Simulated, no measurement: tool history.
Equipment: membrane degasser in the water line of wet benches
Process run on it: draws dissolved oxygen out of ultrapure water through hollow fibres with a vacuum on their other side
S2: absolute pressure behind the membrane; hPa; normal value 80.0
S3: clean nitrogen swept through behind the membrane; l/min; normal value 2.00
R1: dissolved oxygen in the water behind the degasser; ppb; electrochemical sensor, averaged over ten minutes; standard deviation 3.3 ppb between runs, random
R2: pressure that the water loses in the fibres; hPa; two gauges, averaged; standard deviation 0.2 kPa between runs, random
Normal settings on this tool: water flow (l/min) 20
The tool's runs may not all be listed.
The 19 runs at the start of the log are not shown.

run 20 hour=680.1 | water_flow_(l/min)=22 S2=114.4 S3=1.38 | R1=550.6 R2=463.6
run 21 hour=710.7 | water_flow_(l/min)=27 S2=163.4 S3=1.38 | R1=873.4 R2=567.8
run 22 hour=737.0 | water_flow_(l/min)=31 S2=121.6 S3=3.92 | R1=585.5 R2=657.3
run 23 hour=782.7 | water_flow_(l/min)=26 S2=195.5 S3=3.92 | R1=589.1 R2=550.1
run 24 hour=821.3 | water_flow_(l/min)=18 S2=98.5 S3=3.41 | R1=283.0 R2=380.8
-- hour=842.4 vacuum gauge calibrated, once more
run 25 hour=867.1 | water_flow_(l/min)=18 S2=98.5 S3=3.41 | R1=281.8 R2=378.6
run 26 hour=899.4 | water_flow_(l/min)=15 S2=158.0 S3=1.59 | R1=419.6 R2=317.9
-- hour=905.8 seals of the vacuum lines changed
run 27 hour=943.8 | water_flow_(l/min)=15 S2=158.0 S3=1.59 | R1=405.4 R2=317.4
run 28 hour=988.6 | water_flow_(l/min)=15 S2=158.0 S3=1.59 | R1=412.1 R2=320.5
run 29 hour=1030.0 | water_flow_(l/min)=15 S2=80.0 S3=1.01 | R1=297.4 R2=318.4
run 30 hour=1073.3 | water_flow_(l/min)=15 S2=80.0 S3=1.01 | R1=298.7 R2=317.3
run 31 hour=1104.5 | water_flow_(l/min)=15 S2=80.0 S3=1.01 | R1=303.0 R2=318.1
run 32 hour=1140.1 | water_flow_(l/min)=17 S2=64.7 S3=2.74 | R1=227.0 R2=363.4

Below are 3 alternative next runs, each starting from the tool's condition after run 32. Predict each:
run A hour=1160.1 | water_flow_(l/min)=25 S2=78.9 S3=1.28 | R1=? R2=?
run B hour=1160.1 | water_flow_(l/min)=13 S2=64.7 S3=2.26 | R1=? R2=?
run C hour=1160.1 | water_flow_(l/min)=12 S2=80.0 S3=2.00 | R1=? R2=?

run=A R1=514.7 R2=531.0
run=B R1=154.6 R2=276.2
run=C R1=162.0 R2=253.5
Had the tool no hidden state, the same runs would have come out as:
run=A R1=499.4 R2=523.0
run=B R1=147.5 R2=272.0
run=C R1=155.7 R2=249.7
